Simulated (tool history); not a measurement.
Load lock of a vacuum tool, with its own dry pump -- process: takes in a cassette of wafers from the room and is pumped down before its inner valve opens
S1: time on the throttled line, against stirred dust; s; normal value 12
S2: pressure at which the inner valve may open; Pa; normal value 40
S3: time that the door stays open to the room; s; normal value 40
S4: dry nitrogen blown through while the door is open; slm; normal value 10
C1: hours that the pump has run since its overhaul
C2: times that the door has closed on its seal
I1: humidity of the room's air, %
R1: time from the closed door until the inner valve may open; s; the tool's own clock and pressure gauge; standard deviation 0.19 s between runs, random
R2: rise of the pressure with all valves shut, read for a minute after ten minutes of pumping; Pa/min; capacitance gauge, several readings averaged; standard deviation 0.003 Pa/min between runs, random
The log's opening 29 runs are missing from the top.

run	day	S1	S2	S3	S4	C1	C2	I1	R1	R2
30	84.283	17	74	40	21	5709	20902	48.2	23.4	0.058
31	87.304	18	40	139	12	5781	21062	46.7	25.5	0.110
32	89.838	18	40	139	12	5842	21196	43.6	24.9	0.106
33	93.467	24	40	190	37	5929	21387	40.5	29.3	0.064
34	95.242	24	40	190	37	5972	21481	42.1	29.6	0.068
35	97.912	12	40	221	4	6036	21622	44.7	20.7	0.207
36	99.600	12	54	40	10	6076	21711	41.6	20.0	0.063
37	101.233	12	54	40	10	6115	21798	44.6	20.4	0.070

Consider 3 possible next runs. They are alternatives, not a sequence: every one starts from the tool as it was left by run 37. What does each give?
A	102.938	12	54	40	8	6156	21888	45.6	?	?
B	102.938	23	54	40	10	6156	21888	41.9	?	?
C	102.938	11	54	159	33	6156	21888	46.4	?	?

run	R1	R2
A	20.2	0.074
B	28.1	0.064
C	19.2	0.076
With the hidden condition removed and each run's random variation left untouched, the same runs would have given:
run	R1	R2
A	19.8	0.050
B	27.8	0.039
C	18.8	0.051
